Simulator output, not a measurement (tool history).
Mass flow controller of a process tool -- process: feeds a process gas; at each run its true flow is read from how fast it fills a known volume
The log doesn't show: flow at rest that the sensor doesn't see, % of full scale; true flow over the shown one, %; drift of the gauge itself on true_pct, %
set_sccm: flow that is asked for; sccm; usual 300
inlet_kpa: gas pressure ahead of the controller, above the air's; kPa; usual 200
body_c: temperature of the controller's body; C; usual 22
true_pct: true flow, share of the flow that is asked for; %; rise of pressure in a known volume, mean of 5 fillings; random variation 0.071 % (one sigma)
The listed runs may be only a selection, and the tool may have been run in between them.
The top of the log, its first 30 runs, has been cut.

| run | hour | set_sccm | inlet_kpa | body_c | hours of work since the controller was set to zero | hours of work since the controller was changed | true_pct |
|---|---|---|---|---|---|---|---|
| 31 | 1380.8 | 300 | 155 | 40 | 1212 | 1212 | 99.25 |
| 32 | 1429.6 | 300 | 155 | 40 | 1233 | 1233 | 99.31 |
| 33 | 1460.9 | 300 | 269 | 22 | 1247 | 1247 | 100.67 |
| 34 | 1531.2 | 300 | 232 | 22 | 1278 | 1278 | 100.40 |
| 35 | 1598.7 | 170 | 246 | 22 | 1308 | 1308 | 100.74 |
| 36 | 1657.7 | 300 | 200 | 28 | 1334 | 1334 | 100.01 |
| 37 | 1703.1 | 300 | 156 | 28 | 1354 | 1354 | 99.63 |
| 38 | 1748.0 | 300 | 156 | 28 | 1374 | 1374 | 99.59 |
| 39 | 1793.2 | 300 | 156 | 28 | 1394 | 1394 | 99.80 |
| 40 | 1843.1 | 300 | 156 | 28 | 1416 | 1416 | 99.94 |
| 41 | 1894.6 | 201 | 230 | 36 | 1439 | 1439 | 100.22 |
| 42 | 1946.3 | 265 | 203 | 36 | 1462 | 1462 | 99.81 |
| 43 | 1994.9 | 265 | 203 | 36 | 1483 | 1483 | 99.88 |
| 44 | 2036.9 | 127 | 218 | 28 | 1502 | 1502 | 100.66 |
| 45 | 2087.9 | 378 | 159 | 25 | 1524 | 1524 | 99.78 |
| 46 | 2129.1 | 258 | 187 | 25 | 1543 | 1543 | 100.09 |
| 47 | 2160.8 | 709 | 230 | 24 | 1557 | 1557 | 100.44 |
| 48 | 2214.7 | 214 | 274 | 24 | 1581 | 1581 | 100.94 |

Here are 3 independent what-if runs from the current tool condition. What would each one return?
| A | 2280.5 | 301 | 192 | 32 | 1610 | 1610 | ? |
| B | 2280.5 | 321 | 222 | 24 | 1610 | 1610 | ? |
| C | 2280.5 | 475 | 145 | 24 | 1610 | 1610 | ? |

| run | true_pct |
|---|---|
| A | 100.01 |
| B | 100.42 |
| C | 99.80 |
Take away the tool's hidden state, keep each run's random variation, and the runs would have read:
| run | true_pct |
|---|---|
| A | 99.42 |
| B | 99.85 |
| C | 99.33 |
